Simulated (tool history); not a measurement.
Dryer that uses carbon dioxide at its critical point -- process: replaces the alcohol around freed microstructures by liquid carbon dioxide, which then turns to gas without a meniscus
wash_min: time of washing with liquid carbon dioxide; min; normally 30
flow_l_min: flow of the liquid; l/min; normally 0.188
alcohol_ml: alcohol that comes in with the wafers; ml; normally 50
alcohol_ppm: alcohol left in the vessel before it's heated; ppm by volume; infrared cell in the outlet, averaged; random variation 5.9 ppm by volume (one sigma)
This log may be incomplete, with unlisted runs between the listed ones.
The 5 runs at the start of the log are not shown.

run	hour	wash_min	flow_l_min	alcohol_ml	alcohol_ppm
6	77.7	30	0.188	50	307
7	102.3	30	0.242	50	133
8	115.7	30	0.242	50	140
9	127.3	30	0.188	50	316
10	143.4	30	0.188	50	337
11	166.2	30	0.188	50	340
12	186.8	30	0.188	42	312
13	209.4	30	0.188	50	369
14	231.6	30	0.188	50	370
15	250.8	30	0.188	50	369
16	263.2	26	0.188	50	630
17	279.9	26	0.188	94	1130
18	294.0	26	0.188	94	1117
19	313.2	30	0.188	50	390
20	331.3	30	0.284	50	136
21	344.0	30	0.284	50	130
22	362.9	30	0.284	50	134
23	376.7	30	0.284	50	144
24	395.2	30	0.284	107	172
25	416.2	30	0.276	50	161
26	438.9	30	0.276	50	151

Run 27 comes next. What will it give?
27	459.3	25	0.126	50	?

{"run 27": {"alcohol_ppm": 3245}}
Minus the tool's unlogged condition, the same run would have read alcohol_ppm 2437 ppm by volume.
